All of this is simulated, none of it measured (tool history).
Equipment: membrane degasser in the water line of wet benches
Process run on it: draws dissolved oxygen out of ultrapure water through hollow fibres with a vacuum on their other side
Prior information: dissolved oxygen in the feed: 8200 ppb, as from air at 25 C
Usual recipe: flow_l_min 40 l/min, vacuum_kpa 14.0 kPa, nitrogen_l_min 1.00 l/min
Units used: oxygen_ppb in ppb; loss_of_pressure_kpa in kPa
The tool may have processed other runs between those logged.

Run 1, hour 0.0: usual settings. Result: oxygen_ppb 817.3 ppb, loss_of_pressure_kpa 50.52 kPa.
Run 2, hour 240.7: usual settings. Result: oxygen_ppb 812.0 ppb, loss_of_pressure_kpa 50.81 kPa.
Run 3, hour 409.9: usual settings but nitrogen_l_min 0.83 l/min. Result: oxygen_ppb 930.1 ppb, loss_of_pressure_kpa 50.72 kPa.
Run 4, hour 634.3: usual settings but nitrogen_l_min 0.83 l/min. Result: oxygen_ppb 932.5 ppb, loss_of_pressure_kpa 50.94 kPa.
Run 5, hour 859.1: usual settings. Result: oxygen_ppb 807.3 ppb, loss_of_pressure_kpa 50.82 kPa.
Run 6, hour 1030.9: usual settings. Result: oxygen_ppb 819.8 ppb, loss_of_pressure_kpa 50.75 kPa.
Run 7, hour 1176.1: usual settings. Result: oxygen_ppb 812.6 ppb, loss_of_pressure_kpa 50.80 kPa.
Run 8, hour 1404.9: usual settings. Result: oxygen_ppb 816.7 ppb, loss_of_pressure_kpa 50.77 kPa.
Run 9, hour 1704.1: usual settings. Result: oxygen_ppb 820.4 ppb, loss_of_pressure_kpa 50.63 kPa.
Run 10, hour 1927.8: usual settings. Result: oxygen_ppb 815.3 ppb, loss_of_pressure_kpa 50.82 kPa.
Run 11, hour 2131.8: usual settings. Result: oxygen_ppb 811.4 ppb, loss_of_pressure_kpa 51.01 kPa.
Run 12, hour 2362.5: usual settings. Result: oxygen_ppb 808.9 ppb, loss_of_pressure_kpa 50.29 kPa.
Run 13, hour 2533.3: usual settings but vacuum_kpa 24.6 kPa. Result: oxygen_ppb 1457.4 ppb, loss_of_pressure_kpa 50.52 kPa.
Run 14, hour 2695.6: usual settings but vacuum_kpa 24.6 kPa. Result: oxygen_ppb 1487.4 ppb, loss_of_pressure_kpa 50.91 kPa.
Run 15, hour 2861.1: usual settings but vacuum_kpa 24.6 kPa. Result: oxygen_ppb 1478.3 ppb, loss_of_pressure_kpa 50.61 kPa.
Run 16, hour 3145.7: usual settings but vacuum_kpa 24.6 kPa. Result: oxygen_ppb 1475.6 ppb, loss_of_pressure_kpa 50.74 kPa.
Run 17, hour 3284.7: usual settings but vacuum_kpa 32.5 kPa, nitrogen_l_min 1.95 l/min. Result: oxygen_ppb 1167.3 ppb, loss_of_pressure_kpa 50.62 kPa.
Run 18, hour 3466.1: usual settings but flow_l_min 38 l/min, vacuum_kpa 8.5 kPa, nitrogen_l_min 2.60 l/min. Result: oxygen_ppb 192.8 ppb, loss_of_pressure_kpa 48.08 kPa.
Run 19, hour 3663.6: usual settings but flow_l_min 38 l/min, vacuum_kpa 11.5 kPa, nitrogen_l_min 2.60 l/min. Result: oxygen_ppb 286.5 ppb, loss_of_pressure_kpa 48.66 kPa.
Run 20, hour 3862.5: usual settings but flow_l_min 38 l/min, vacuum_kpa 11.5 kPa, nitrogen_l_min 2.60 l/min. Result: oxygen_ppb 289.5 ppb, loss_of_pressure_kpa 48.29 kPa.
Run 21, hour 4054.0: usual settings but flow_l_min 38 l/min, vacuum_kpa 11.5 kPa, nitrogen_l_min 2.60 l/min. Result: oxygen_ppb 287.7 ppb, loss_of_pressure_kpa 47.88 kPa.
Run 22, hour 4279.0: usual settings but flow_l_min 38 l/min, vacuum_kpa 8.4 kPa, nitrogen_l_min 0.58 l/min. Result: oxygen_ppb 590.5 ppb, loss_of_pressure_kpa 48.10 kPa.
Run 23, hour 4500.2: usual settings but flow_l_min 38 l/min, vacuum_kpa 11.8 kPa, nitrogen_l_min 1.98 l/min. Result: oxygen_ppb 374.1 ppb, loss_of_pressure_kpa 48.19 kPa.
Run 24, hour 4679.3: usual settings but flow_l_min 46 l/min, vacuum_kpa 12.1 kPa, nitrogen_l_min 0.74 l/min. Result: oxygen_ppb 931.6 ppb, loss_of_pressure_kpa 58.13 kPa.
Run 25, hour 4908.3: usual settings but flow_l_min 46 l/min, vacuum_kpa 25.2 kPa, nitrogen_l_min 1.33 l/min. Result: oxygen_ppb 1375.6 ppb, loss_of_pressure_kpa 58.11 kPa.
Run 26, hour 5130.0: usual settings but flow_l_min 37 l/min, vacuum_kpa 9.2 kPa, nitrogen_l_min 0.48 l/min. Result: oxygen_ppb 741.5 ppb, loss_of_pressure_kpa 46.68 kPa.
Run 27, hour 5275.9: usual settings but vacuum_kpa 19.3 kPa, nitrogen_l_min 0.94 l/min. Result: oxygen_ppb 1214.4 ppb, loss_of_pressure_kpa 50.77 kPa.
Run 28, hour 5563.2: usual settings but flow_l_min 30 l/min, vacuum_kpa 24.7 kPa. Result: oxygen_ppb 1190.8 ppb, loss_of_pressure_kpa 38.11 kPa.
Run 29, hour 5729.0: usual settings but flow_l_min 37 l/min, vacuum_kpa 24.7 kPa, nitrogen_l_min 1.19 l/min. Result: oxygen_ppb 1239.7 ppb, loss_of_pressure_kpa 46.75 kPa.
Run 30, hour 5867.9: usual settings but flow_l_min 35 l/min, vacuum_kpa 12.0 kPa, nitrogen_l_min 2.61 l/min. Result: oxygen_ppb 278.5 ppb, loss_of_pressure_kpa 44.50 kPa.
Run 31, hour 5994.6: usual settings but vacuum_kpa 31.6 kPa. Result: oxygen_ppb 1862.9 ppb, loss_of_pressure_kpa 50.49 kPa.
Run 32, hour 6227.9: usual settings but vacuum_kpa 31.6 kPa. Result: oxygen_ppb 1865.4 ppb, loss_of_pressure_kpa 50.40 kPa.

Withheld: 1 entry from between the runs. Position of each, and hidden state at the listed run before versus the listed run after:
Runs 4 to 5: seals of the vacuum lines changed (hour 649.7)
  air that leaks in behind the membrane, l/min: 0.0025 -> 0.002

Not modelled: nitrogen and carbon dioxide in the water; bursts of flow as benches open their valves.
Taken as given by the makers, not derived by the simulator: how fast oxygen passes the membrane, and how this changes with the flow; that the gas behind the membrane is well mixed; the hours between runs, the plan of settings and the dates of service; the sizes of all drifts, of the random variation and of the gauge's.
